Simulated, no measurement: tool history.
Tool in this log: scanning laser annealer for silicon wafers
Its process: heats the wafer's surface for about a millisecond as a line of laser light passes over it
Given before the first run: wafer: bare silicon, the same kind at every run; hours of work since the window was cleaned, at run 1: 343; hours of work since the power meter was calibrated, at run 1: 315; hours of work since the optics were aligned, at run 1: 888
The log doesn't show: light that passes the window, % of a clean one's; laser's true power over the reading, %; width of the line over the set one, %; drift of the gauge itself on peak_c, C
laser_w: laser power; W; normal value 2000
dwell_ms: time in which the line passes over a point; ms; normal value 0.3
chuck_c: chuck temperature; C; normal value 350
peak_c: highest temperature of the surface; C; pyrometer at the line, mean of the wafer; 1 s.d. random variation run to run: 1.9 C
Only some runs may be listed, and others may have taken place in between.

| run | hour | laser_w | dwell_ms | chuck_c | hours of work since the window was cleaned | hours of work since the power meter was calibrated | hours of work since the optics were aligned | peak_c |
|---|---|---|---|---|---|---|---|---|
| 1 | 0 | 2000 | 0.3 | 350 | 343 | 315 | 888 | 1158 |
| 2 | 25.9 | 2000 | 0.3 | 350 | 358 | 330 | 903 | 1153 |
| 3 | 49.7 | 2000 | 0.3 | 350 | 371 | 344 | 917 | 1153 |
| 4 | 67.7 | 2000 | 0.3 | 350 | 382 | 355 | 927 | 1157 |
|  | 79.6 | window over the wafer cleaned |
| 5 | 100.5 | 2000 | 0.3 | 350 | 12 | 372 | 945 | 1187 |
| 6 | 123.2 | 2000 | 0.3 | 350 | 25 | 386 | 958 | 1191 |
| 7 | 139.8 | 2000 | 0.3 | 312 | 35 | 395 | 968 | 1151 |
| 8 | 169.6 | 2000 | 0.3 | 312 | 52 | 413 | 985 | 1147 |
| 9 | 201.9 | 1885 | 0.3 | 350 | 71 | 431 | 1004 | 1138 |
| 10 | 230.1 | 1885 | 0.3 | 350 | 87 | 448 | 1020 | 1132 |
| 11 | 257.7 | 1885 | 0.3 | 353 | 103 | 464 | 1036 | 1134 |
| 12 | 281 | 1885 | 0.3 | 353 | 117 | 477 | 1050 | 1135 |
| 13 | 298.4 | 2078 | 0.3 | 350 | 127 | 487 | 1060 | 1209 |
| 14 | 313.8 | 2000 | 0.215 | 350 | 136 | 496 | 1069 | 1038 |
| 15 | 329.7 | 2000 | 0.285 | 321 | 145 | 505 | 1078 | 1124 |
| 16 | 351.8 | 2000 | 0.285 | 321 | 158 | 518 | 1091 | 1121 |
| 17 | 375.7 | 1944 | 0.214 | 377 | 172 | 532 | 1105 | 1041 |
| 18 | 397.1 | 1944 | 0.214 | 377 | 184 | 545 | 1117 | 1041 |
| 19 | 414.5 | 1944 | 0.223 | 382 | 194 | 555 | 1127 | 1061 |

What will run 20 give?
|  | 439.6 | optics aligned, line set to its width |
| 20 | 439.6 | 2039 | 0.341 | 379 | 206 | 566 | 0 | ? |

peak_c: 1278 C
Take away the tool's hidden state, keep the run-to-run variation as it was, and the same run would have given peak_c 1305 C.
